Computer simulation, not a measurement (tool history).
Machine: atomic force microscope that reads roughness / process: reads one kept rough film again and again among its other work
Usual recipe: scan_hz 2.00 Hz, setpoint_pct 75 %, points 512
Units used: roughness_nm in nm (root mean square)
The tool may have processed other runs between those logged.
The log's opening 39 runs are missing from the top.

run,hour,scan_hz,setpoint_pct,points,pictures with this tip,hours of work since the height scale was calibrated,roughness_nm
40,491.1,0.55,61,953,21,420,1.350
41,504.4,0.55,61,953,41,430,1.349
42,512.3,2.00,75,265,52,435,1.127
43,521.8,0.94,55,512,67,442,1.317
44,538.4,0.94,55,390,91,454,1.279
45,546.4,0.94,55,390,103,460,1.273
46,559.9,0.94,55,317,123,470,1.242
47,578.8,0.94,55,317,151,484,1.229
48,594.8,1.70,56,928,175,496,1.207
49,608.4,1.70,56,928,195,505,1.207
50,619.3,1.70,56,928,212,513,1.195
51,633.2,1.70,56,928,232,524,1.186
# hour 636.8: new tip fitted
52,643.5,1.70,56,928,10,531,1.341
53,654.9,1.70,56,928,27,539,1.315

3 ways to go on from here, each from the tool as it stands after run 53. What would each give?
A,672.5,1.74,67,353,53,552,?
B,672.5,2.00,78,512,53,552,?
C,672.5,0.68,56,374,53,552,?

run,roughness_nm
A,1.216
B,1.124
C,1.313
With no hidden state in the tool, these same runs would have given:
run,roughness_nm
A,1.250
B,1.154
C,1.348

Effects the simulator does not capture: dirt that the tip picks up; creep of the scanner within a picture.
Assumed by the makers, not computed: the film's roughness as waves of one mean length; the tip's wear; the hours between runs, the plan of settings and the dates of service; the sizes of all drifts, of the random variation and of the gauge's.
